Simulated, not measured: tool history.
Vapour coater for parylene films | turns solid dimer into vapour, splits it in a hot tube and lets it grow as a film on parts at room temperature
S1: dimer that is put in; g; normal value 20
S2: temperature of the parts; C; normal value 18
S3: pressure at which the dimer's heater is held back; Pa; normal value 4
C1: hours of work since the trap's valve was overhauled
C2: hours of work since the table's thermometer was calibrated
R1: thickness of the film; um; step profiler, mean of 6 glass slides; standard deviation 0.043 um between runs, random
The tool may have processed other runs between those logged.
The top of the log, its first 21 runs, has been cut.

{"run": 22, "hour": 364.0, "S1": 20, "S2": 18, "S3": 4, "C1": 182, "C2": 632, "R1": 4.71}
{"run": 23, "hour": 376.1, "S1": 20, "S2": 18, "S3": 4, "C1": 193, "C2": 643, "R1": 4.68}
{"run": 24, "hour": 390.4, "S1": 10, "S2": 13, "S3": 4, "C1": 205, "C2": 656, "R1": 2.66}
{"run": 25, "hour": 412.1, "S1": 34, "S2": 18, "S3": 4.79, "C1": 224, "C2": 675, "R1": 7.61}
{"run": 26, "hour": 435.4, "S1": 34, "S2": 18, "S3": 4.79, "C1": 245, "C2": 695, "R1": 7.74}
{"run": 27, "hour": 461.4, "S1": 34, "S2": 18, "S3": 4.79, "C1": 268, "C2": 718, "R1": 7.66}
{"run": 28, "hour": 483.4, "S1": 34, "S2": 18, "S3": 4.79, "C1": 287, "C2": 737, "R1": 7.67}
{"run": 29, "hour": 501.6, "S1": 14, "S2": 20, "S3": 7.7, "C1": 303, "C2": 753, "R1": 2.75}
{"run": 30, "hour": 515.9, "S1": 24, "S2": 20, "S3": 7.7, "C1": 315, "C2": 766, "R1": 4.69}
{"run": 31, "hour": 536.8, "S1": 11, "S2": 27, "S3": 7.7, "C1": 334, "C2": 784, "R1": 1.84}
{"run": 32, "hour": 547.7, "S1": 20, "S2": 20, "S3": 4, "C1": 343, "C2": 794, "R1": 4.56}
{"run": 33, "hour": 564.6, "S1": 20, "S2": 20, "S3": 4, "C1": 358, "C2": 808, "R1": 4.45}
{"run": 34, "hour": 582.5, "S1": 20, "S2": 18, "S3": 4.87, "C1": 374, "C2": 824, "R1": 4.46}
{"run": 35, "hour": 608.4, "S1": 20, "S2": 18, "S3": 4.87, "C1": 396, "C2": 847, "R1": 4.43}
{"run": 36, "hour": 621.7, "S1": 20, "S2": 18, "S3": 10.67, "C1": 408, "C2": 858, "R1": 3.8}
{"run": 37, "hour": 643.0, "S1": 20, "S2": 18, "S3": 10.67, "C1": 427, "C2": 877, "R1": 3.84}
{"hour": 661.6, "done": "table's thermometer calibrated"}
{"run": 38, "hour": 670.4, "S1": 13, "S2": 23, "S3": 9.07, "C1": 450, "C2": 8, "R1": 2.33}
{"run": 39, "hour": 682.8, "S1": 25, "S2": 26, "S3": 6.28, "C1": 461, "C2": 19, "R1": 4.46}
{"run": 40, "hour": 695.9, "S1": 20, "S2": 18, "S3": 4.61, "C1": 472, "C2": 30, "R1": 4.58}
{"run": 41, "hour": 716.0, "S1": 8, "S2": 18, "S3": 7.97, "C1": 490, "C2": 48, "R1": 1.64}
{"run": 42, "hour": 734.1, "S1": 16, "S2": 23, "S3": 4, "C1": 506, "C2": 64, "R1": 3.31}
{"run": 43, "hour": 744.9, "S1": 20, "S2": 11, "S3": 4, "C1": 515, "C2": 73, "R1": 5.52}
{"run": 44, "hour": 763.2, "S1": 20, "S2": 11, "S3": 4, "C1": 531, "C2": 89, "R1": 5.49}
{"run": 45, "hour": 775.1, "S1": 14, "S2": 11, "S3": 10.16, "C1": 542, "C2": 100, "R1": 3.17}
{"run": 46, "hour": 791.6, "S1": 21, "S2": 18, "S3": 2.27, "C1": 556, "C2": 114, "R1": 5.59}

Branching from run 46: 4 alternative next runs. What would each branch give?
{"run": "A", "hour": 810.5, "S1": 21, "S2": 23, "S3": 8.2, "C1": 573, "C2": 131, "R1": "?"}
{"run": "B", "hour": 810.5, "S1": 20, "S2": 15, "S3": 4, "C1": 573, "C2": 131, "R1": "?"}
{"run": "C", "hour": 810.5, "S1": 20, "S2": 18, "S3": 2.88, "C1": 573, "C2": 131, "R1": "?"}
{"run": "D", "hour": 810.5, "S1": 24, "S2": 10, "S3": 2.56, "C1": 573, "C2": 131, "R1": "?"}

run=A R1=3.78
run=B R1=4.88
run=C R1=4.91
run=D R1=7.36
Without the tool's unlogged condition, the same runs would have read:
run=A R1=3.79
run=B R1=4.89
run=C R1=4.92
run=D R1=7.38

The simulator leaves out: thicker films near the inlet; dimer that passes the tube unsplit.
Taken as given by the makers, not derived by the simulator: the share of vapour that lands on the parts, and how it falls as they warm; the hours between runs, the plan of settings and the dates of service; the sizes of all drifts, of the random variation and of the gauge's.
